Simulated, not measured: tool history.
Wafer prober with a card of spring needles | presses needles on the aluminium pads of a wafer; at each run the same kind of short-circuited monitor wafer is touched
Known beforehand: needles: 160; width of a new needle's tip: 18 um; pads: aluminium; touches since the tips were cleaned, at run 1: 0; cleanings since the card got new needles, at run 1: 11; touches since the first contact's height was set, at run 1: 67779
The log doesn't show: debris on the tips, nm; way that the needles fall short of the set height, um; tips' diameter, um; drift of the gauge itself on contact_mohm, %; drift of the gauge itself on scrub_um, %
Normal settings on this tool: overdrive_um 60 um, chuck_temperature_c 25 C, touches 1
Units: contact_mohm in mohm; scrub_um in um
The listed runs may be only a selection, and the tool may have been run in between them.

run	hour	overdrive_um	chuck_temperature_c	touches	touches since the tips were cleaned	cleanings since the card got new needles	touches since the first contact's height was set	contact_mohm	scrub_um
1	0	60	25	1	0	11	67779	162	9.486
# hour 11.2: tips cleaned on abrasive film
# hour 22.5: tips cleaned on abrasive film
# hour 33.7: tips cleaned on abrasive film
# hour 42.7: tips cleaned on abrasive film
2	44.5	60	25	1	1061	15	93249	275	9.447
# hour 53.5: tips cleaned on abrasive film
# hour 64.8: tips cleaned on abrasive film
# hour 69.9: height of the first contact set anew
3	69.9	60	25	1	2815	17	0	413	9.589
# hour 74.5: tips cleaned on abrasive film
# hour 85.7: tips cleaned on abrasive film
# hour 97: tips cleaned on abrasive film
# hour 108.2: tips cleaned on abrasive film
4	113.1	60	25	1	2836	21	24675	423	9.554
# hour 117.7: tips cleaned on abrasive film
# hour 126.7: tips cleaned on abrasive film
# hour 135.7: tips cleaned on abrasive film
# hour 144.7: tips cleaned on abrasive film
# hour 155.9: tips cleaned on abrasive film
# hour 164.9: tips cleaned on abrasive film
5	165.6	60	25	1	410	27	54638	212	9.504
# hour 174.6: tips cleaned on abrasive film
# hour 183.6: tips cleaned on abrasive film
# hour 194.9: tips cleaned on abrasive film
6	203.6	60	25	1	5054	30	76395	523	9.471
# hour 205.9: tips cleaned on abrasive film
# hour 217.2: tips cleaned on abrasive film
# hour 227.3: tips cleaned on abrasive film
7	227.3	60	25	2	0	33	89872	151	9.431
# hour 236.3: tips cleaned on abrasive film
# hour 247.5: tips cleaned on abrasive film
# hour 258.7: tips cleaned on abrasive film
# hour 259: height of the first contact set anew
# hour 270.2: tips cleaned on abrasive film
8	275.4	60	25	2	2963	37	9387	295	9.593
# hour 279.9: tips cleaned on abrasive film
# hour 291.1: tips cleaned on abrasive film
# hour 302.4: tips cleaned on abrasive film
9	309.4	60	25	2	4078	40	28884	338	9.535
# hour 311.8: tips cleaned on abrasive film
# hour 323: tips cleaned on abrasive film
# hour 334.2: tips cleaned on abrasive film
10	339	60	25	2	2755	43	45772	294	9.51
# hour 343.6: tips cleaned on abrasive film
# hour 354.8: tips cleaned on abrasive film
# hour 366: tips cleaned on abrasive film
# hour 377.3: tips cleaned on abrasive film
# hour 388.5: tips cleaned on abrasive film
11	392.5	60	25	3	2318	48	76359	208	9.475
# hour 399.3: tips cleaned on abrasive film
# hour 408.3: tips cleaned on abrasive film
# hour 419.5: tips cleaned on abrasive film
# hour 430.7: tips cleaned on abrasive film
12	436.2	68	25	1	3140	52	101328	376	10.731
# hour 440.7: tips cleaned on abrasive film
# hour 447.7: height of the first contact set anew
# hour 450: tips cleaned on abrasive film
# hour 461.2: tips cleaned on abrasive film
# hour 471.5: tips cleaned on abrasive film
13	471.5	75	25	2	0	56	13586	134	11.956
# hour 482.8: tips cleaned on abrasive film
# hour 494: tips cleaned on abrasive film
# hour 503.5: tips cleaned on abrasive film
14	503.5	42	25	2	0	59	31875	179	6.648
# hour 514.7: tips cleaned on abrasive film
# hour 523.8: tips cleaned on abrasive film
# hour 535: tips cleaned on abrasive film
15	543.6	73	29	2	5001	62	54863	298	11.56
# hour 546: tips cleaned on abrasive film
# hour 557.2: tips cleaned on abrasive film
# hour 568.4: tips cleaned on abrasive film
# hour 579.7: tips cleaned on abrasive film
# hour 590.9: tips cleaned on abrasive film
16	598.1	73	29	3	4138	67	85984	210	11.531
# hour 600.4: tips cleaned on abrasive film
# hour 611.6: tips cleaned on abrasive film
# hour 620.6: tips cleaned on abrasive film
# hour 631.9: tips cleaned on abrasive film
# hour 636.6: height of the first contact set anew
17	639.7	73	35	3	4368	71	1799	221	11.656
# hour 642.1: tips cleaned on abrasive film
# hour 653.3: tips cleaned on abrasive film
# hour 664.5: tips cleaned on abrasive film
18	664.8	74	123	2	155	74	16090	164	11.795
# hour 673.8: tips cleaned on abrasive film
# hour 682.8: tips cleaned on abrasive film
# hour 694: tips cleaned on abrasive film
# hour 703: tips cleaned on abrasive film
19	709.5	67	40	1	3740	78	41673	432	10.647
# hour 714.1: tips cleaned on abrasive film
# hour 725.3: tips cleaned on abrasive film
# hour 736.5: tips cleaned on abrasive film
20	741.5	67	48	2	2892	81	59983	277	10.616
# hour 746.1: tips cleaned on abrasive film
# hour 757.3: tips cleaned on abrasive film
# hour 768.6: tips cleaned on abrasive film
# hour 777.6: tips cleaned on abrasive film
# hour 788.8: tips cleaned on abrasive film
21	793.8	67	48	2	2868	86	89833	270	10.564
# hour 798.3: tips cleaned on abrasive film
# hour 809.5: tips cleaned on abrasive film
# hour 818.5: tips cleaned on abrasive film
# hour 825.5: height of the first contact set anew
# hour 830.1: tips cleaned on abrasive film
22	833	67	48	2	1709	90	4279	244	10.687

Consider 3 possible next runs. They are alternatives, not a sequence: every one starts from the tool as it was left by run 22. What does each give?
# hour 839.8: tips cleaned on abrasive film
# hour 848.8: tips cleaned on abrasive film
# hour 860: tips cleaned on abrasive film
# hour 869.1: tips cleaned on abrasive film
A	875.8	69	48	2	3886	94	28722	?	?
# hour 839.8: tips cleaned on abrasive film
# hour 848.8: tips cleaned on abrasive film
# hour 860: tips cleaned on abrasive film
# hour 869.1: tips cleaned on abrasive film
B	875.8	59	25	3	3886	94	28722	?	?
# hour 839.8: tips cleaned on abrasive film
# hour 848.8: tips cleaned on abrasive film
# hour 860: tips cleaned on abrasive film
# hour 869.1: tips cleaned on abrasive film
C	875.8	52	25	2	3886	94	28722	?	?

run	contact_mohm	scrub_um
A	316	10.973
B	282	9.374
C	454	8.253
With the hidden condition removed and each run's random variation left untouched, the same runs would have given:
run	contact_mohm	scrub_um
A	129	11.022
B	127	9.422
C	128	8.301
